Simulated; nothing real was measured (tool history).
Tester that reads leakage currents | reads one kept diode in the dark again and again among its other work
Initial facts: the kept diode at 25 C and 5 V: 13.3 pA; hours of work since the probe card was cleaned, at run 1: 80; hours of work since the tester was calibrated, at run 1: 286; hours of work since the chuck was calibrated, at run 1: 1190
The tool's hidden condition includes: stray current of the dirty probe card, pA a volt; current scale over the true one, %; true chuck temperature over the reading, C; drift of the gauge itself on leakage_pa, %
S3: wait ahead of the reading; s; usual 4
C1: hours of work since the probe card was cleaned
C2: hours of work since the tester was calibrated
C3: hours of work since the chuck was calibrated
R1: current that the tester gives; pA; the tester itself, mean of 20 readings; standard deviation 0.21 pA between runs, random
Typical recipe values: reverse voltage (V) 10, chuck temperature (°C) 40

Run 1, hour 0: usual settings; C1 80; C2 286; C3 1190. Result: R1 62.02 pA.
Run 2, hour 17: usual settings but reverse voltage (V) 2.1; C1 93; C2 298; C3 1202. Result: R1 25.71 pA.
Run 3, hour 42.1: usual settings; C1 110; C2 316; C3 1220. Result: R1 62.51 pA.
Run 4, hour 62: usual settings; C1 124; C2 330; C3 1234. Result: R1 62.05 pA.
Run 5, hour 77.6: usual settings; C1 135; C2 341; C3 1245. Result: R1 62.5 pA.
Run 6, hour 98.9: usual settings but S3 0.98 s; C1 151; C2 356; C3 1260. Result: R1 63.99 pA.
Run 7, hour 121.7: usual settings but S3 0.98 s; C1 167; C2 372; C3 1276. Result: R1 64.1 pA.
Run 8, hour 135.8: usual settings but S3 0.98 s; C1 177; C2 382; C3 1286. Result: R1 63.91 pA.
Run 9, hour 153: usual settings; C1 189; C2 395; C3 1298. Result: R1 62.42 pA.
Run 10, hour 173.3: usual settings; C1 203; C2 409; C3 1313. Result: R1 62.9 pA.
Run 11, hour 192.3: usual settings; C1 217; C2 422; C3 1326. Result: R1 62.27 pA.
Run 12, hour 221.9: usual settings; C1 238; C2 443; C3 1347. Result: R1 62.81 pA.
At hour 226.3: probe card cleaned and baked.
Run 13, hour 247.9: usual settings; C1 15; C2 460; C3 1363. Result: R1 63.23 pA.
Run 14, hour 267.5: usual settings but S3 1.41 s; C1 29; C2 473; C3 1377. Result: R1 64.26 pA.
Run 15, hour 286.8: usual settings but chuck temperature (°C) 23, S3 1.41 s; C1 43; C2 487; C3 1391. Result: R1 19.02 pA.
Run 16, hour 317.7: usual settings but chuck temperature (°C) 23, S3 1.41 s; C1 65; C2 509; C3 1413. Result: R1 19.07 pA.
Run 17, hour 336.8: usual settings but chuck temperature (°C) 23, S3 1.41 s; C1 78; C2 523; C3 1426. Result: R1 19.15 pA.
Run 18, hour 358.4: usual settings but chuck temperature (°C) 52; C1 94; C2 538; C3 1442. Result: R1 149.38 pA.
At hour 368.7: probe card cleaned and baked, once more.
Run 19, hour 375.6: usual settings but chuck temperature (°C) 52; C1 5; C2 548; C3 1452. Result: R1 146.24 pA.
Run 20, hour 395.8: usual settings but chuck temperature (°C) 39; C1 19; C2 562; C3 1466. Result: R1 56.26 pA.
Run 21, hour 414.8: usual settings but chuck temperature (°C) 39; C1 33; C2 576; C3 1480. Result: R1 56.33 pA.
Run 22, hour 442: usual settings but reverse voltage (V) 1.9, chuck temperature (°C) 34, S3 0.74 s; C1 52; C2 595; C3 1499. Result: R1 15.26 pA.
Run 23, hour 468: usual settings but reverse voltage (V) 1.9, chuck temperature (°C) 34, S3 0.74 s; C1 70; C2 613; C3 1517. Result: R1 15.35 pA.
Run 24, hour 488.7: usual settings but reverse voltage (V) 2.3, chuck temperature (°C) 57, S3 1.95 s; C1 85; C2 628; C3 1532. Result: R1 90.58 pA.
Run 25, hour 514.1: usual settings but reverse voltage (V) 1.3, chuck temperature (°C) 25; C1 103; C2 646; C3 1550. Result: R1 5.79 pA.
Run 26, hour 535: usual settings but chuck temperature (°C) 47; C1 118; C2 661; C3 1565. Result: R1 102.26 pA.
Run 27, hour 552.1: usual settings but chuck temperature (°C) 47; C1 130; C2 673; C3 1577. Result: R1 101.51 pA.
Run 28, hour 580.6: usual settings but reverse voltage (V) 14; C1 150; C2 693; C3 1597. Result: R1 73.98 pA.
Run 29, hour 605.5: usual settings but chuck temperature (°C) 24, S3 1.4 s; C1 168; C2 711; C3 1615. Result: R1 18.85 pA.
Run 30, hour 631.7: usual settings but reverse voltage (V) 2, chuck temperature (°C) 30, S3 0.6 s; C1 186; C2 729; C3 1633. Result: R1 11.66 pA.
Run 31, hour 662.7: usual settings but reverse voltage (V) 3.6, chuck temperature (°C) 57; C1 208; C2 751; C3 1655. Result: R1 115.49 pA.
Run 32, hour 692.5: usual settings but reverse voltage (V) 15.7, chuck temperature (°C) 37; C1 229; C2 772; C3 1676. Result: R1 63.83 pA.
Run 33, hour 720.7: usual settings but chuck temperature (°C) 44; C1 249; C2 792; C3 1696. Result: R1 82.54 pA.
Run 34, hour 741.8: usual settings but chuck temperature (°C) 44; C1 264; C2 807; C3 1711. Result: R1 82.09 pA.
Run 35, hour 769.1: usual settings but reverse voltage (V) 11.9, chuck temperature (°C) 53; C1 284; C2 827; C3 1730. Result: R1 173.9 pA.
Run 36, hour 789.5: usual settings but S3 2.12 s; C1 298; C2 841; C3 1745. Result: R1 61.85 pA.
Run 37, hour 820.9: usual settings but S3 2.12 s; C1 320; C2 863; C3 1767. Result: R1 62.39 pA.
Run 38, hour 848.2: usual settings but reverse voltage (V) 16.4, chuck temperature (°C) 24, S3 1.28 s; C1 340; C2 883; C3 1786. Result: R1 27.55 pA.
Run 39, hour 862.2: usual settings but reverse voltage (V) 8.8, chuck temperature (°C) 24, S3 0.48 s; C1 349; C2 892; C3 1796. Result: R1 20.57 pA.
Run 40, hour 878.3: usual settings but reverse voltage (V) 8.8, chuck temperature (°C) 24, S3 0.48 s; C1 361; C2 904; C3 1808. Result: R1 20.62 pA.
Run 41, hour 906.6: usual settings but reverse voltage (V) 8.8, chuck temperature (°C) 24, S3 0.48 s; C1 381; C2 924; C3 1828. Result: R1 20.62 pA.

Alternative continuations, all from the tool just after run 41; predict every row:
Run A, hour 927.2: usual settings but reverse voltage (V) 4.3, chuck temperature (°C) 34, S3 6.53 s; C1 395; C2 938; C3 1842. Result: R1 ?.
Run B, hour 927.2: usual settings but chuck temperature (°C) 32, S3 6.55 s; C1 395; C2 938; C3 1842. Result: R1 ?.
Run C, hour 927.2: usual settings but reverse voltage (V) 8.8, chuck temperature (°C) 24, S3 0.49 s; C1 395; C2 938; C3 1842. Result: R1 ?.

run     R1
  A  24.01
  B  34.03
  C  20.58
Take away the tool's hidden state, keep each run's random variation, and the runs would have read:
run     R1
  A  25.84
  B  35.56
  C  20.43

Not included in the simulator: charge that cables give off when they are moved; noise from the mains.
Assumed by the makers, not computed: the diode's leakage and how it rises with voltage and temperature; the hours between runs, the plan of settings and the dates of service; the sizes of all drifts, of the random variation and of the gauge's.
